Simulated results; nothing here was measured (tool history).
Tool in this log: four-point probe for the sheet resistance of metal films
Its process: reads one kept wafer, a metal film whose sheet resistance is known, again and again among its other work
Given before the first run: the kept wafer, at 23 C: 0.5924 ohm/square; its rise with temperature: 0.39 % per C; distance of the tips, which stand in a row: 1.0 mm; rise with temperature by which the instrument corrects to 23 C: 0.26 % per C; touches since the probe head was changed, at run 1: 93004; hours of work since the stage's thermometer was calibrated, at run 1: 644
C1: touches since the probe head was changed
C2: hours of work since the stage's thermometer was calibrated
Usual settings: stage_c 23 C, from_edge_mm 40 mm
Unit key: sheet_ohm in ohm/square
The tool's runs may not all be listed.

run 1 hour=0 | stage_c=23 from_edge_mm=40 | C1=93004 C2=644 | sheet_ohm=0.597382
run 2 hour=53.7 | stage_c=23 from_edge_mm=4 | C1=95718 C2=682 | sheet_ohm=0.616636
run 3 hour=107.8 | stage_c=23 from_edge_mm=4 | C1=98449 C2=721 | sheet_ohm=0.616732
run 4 hour=142.3 | stage_c=23 from_edge_mm=4 | C1=100191 C2=745 | sheet_ohm=0.61695
run 5 hour=196.8 | stage_c=23 from_edge_mm=19 | C1=102943 C2=784 | sheet_ohm=0.598444
run 6 hour=255.3 | stage_c=23 from_edge_mm=19 | C1=105900 C2=826 | sheet_ohm=0.598388
run 7 hour=288 | stage_c=23 from_edge_mm=40 | C1=107551 C2=849 | sheet_ohm=0.59788
run 8 hour=319.3 | stage_c=18 from_edge_mm=40 | C1=109131 C2=871 | sheet_ohm=0.594177
run 9 hour=365.3 | stage_c=33 from_edge_mm=40 | C1=111456 C2=904 | sheet_ohm=0.605234
run 10 hour=422.6 | stage_c=33 from_edge_mm=40 | C1=114352 C2=945 | sheet_ohm=0.605013
run 11 hour=458.3 | stage_c=33 from_edge_mm=40 | C1=116155 C2=970 | sheet_ohm=0.605465
run 12 hour=490 | stage_c=28 from_edge_mm=14 | C1=117753 C2=992 | sheet_ohm=0.603367
run 13 hour=551.1 | stage_c=28 from_edge_mm=14 | C1=120839 C2=1036 | sheet_ohm=0.603273
run 14 hour=581.2 | stage_c=21 from_edge_mm=30 | C1=122360 C2=1057 | sheet_ohm=0.597143
run 15 hour=612.2 | stage_c=21 from_edge_mm=30 | C1=123928 C2=1079 | sheet_ohm=0.59712
-- hour=630.7 new probe head fitted
run 16 hour=651 | stage_c=19 from_edge_mm=21 | C1=1021 C2=1106 | sheet_ohm=0.58845
run 17 hour=714.7 | stage_c=19 from_edge_mm=21 | C1=4243 C2=1152 | sheet_ohm=0.588109
run 18 hour=761.2 | stage_c=19 from_edge_mm=32 | C1=6590 C2=1185 | sheet_ohm=0.587976
run 19 hour=825.5 | stage_c=20 from_edge_mm=4 | C1=9839 C2=1231 | sheet_ohm=0.607766
run 20 hour=883.6 | stage_c=20 from_edge_mm=4 | C1=12771 C2=1272 | sheet_ohm=0.607847
run 21 hour=930.9 | stage_c=19 from_edge_mm=6 | C1=15162 C2=1305 | sheet_ohm=0.596582

Each row is a separate what-if for the run after 21, all from the same tool condition, not one after another. Results?
run A hour=968 | stage_c=18 from_edge_mm=40 | C1=17038 C2=1332 | sheet_ohm=?
run B hour=968 | stage_c=29 from_edge_mm=15 | C1=17038 C2=1332 | sheet_ohm=?
run C hour=968 | stage_c=18 from_edge_mm=46 | C1=17038 C2=1332 | sheet_ohm=?
run D hour=968 | stage_c=35 from_edge_mm=16 | C1=17038 C2=1332 | sheet_ohm=?

run=A sheet_ohm=0.587269
run=B sheet_ohm=0.596552
run=C sheet_ohm=0.587368
run=D sheet_ohm=0.600706
Had the tool no hidden state, the same runs would have come out as:
run=A sheet_ohm=0.588749
run=B sheet_ohm=0.598009
run=C sheet_ohm=0.588848
run=D sheet_ohm=0.60215
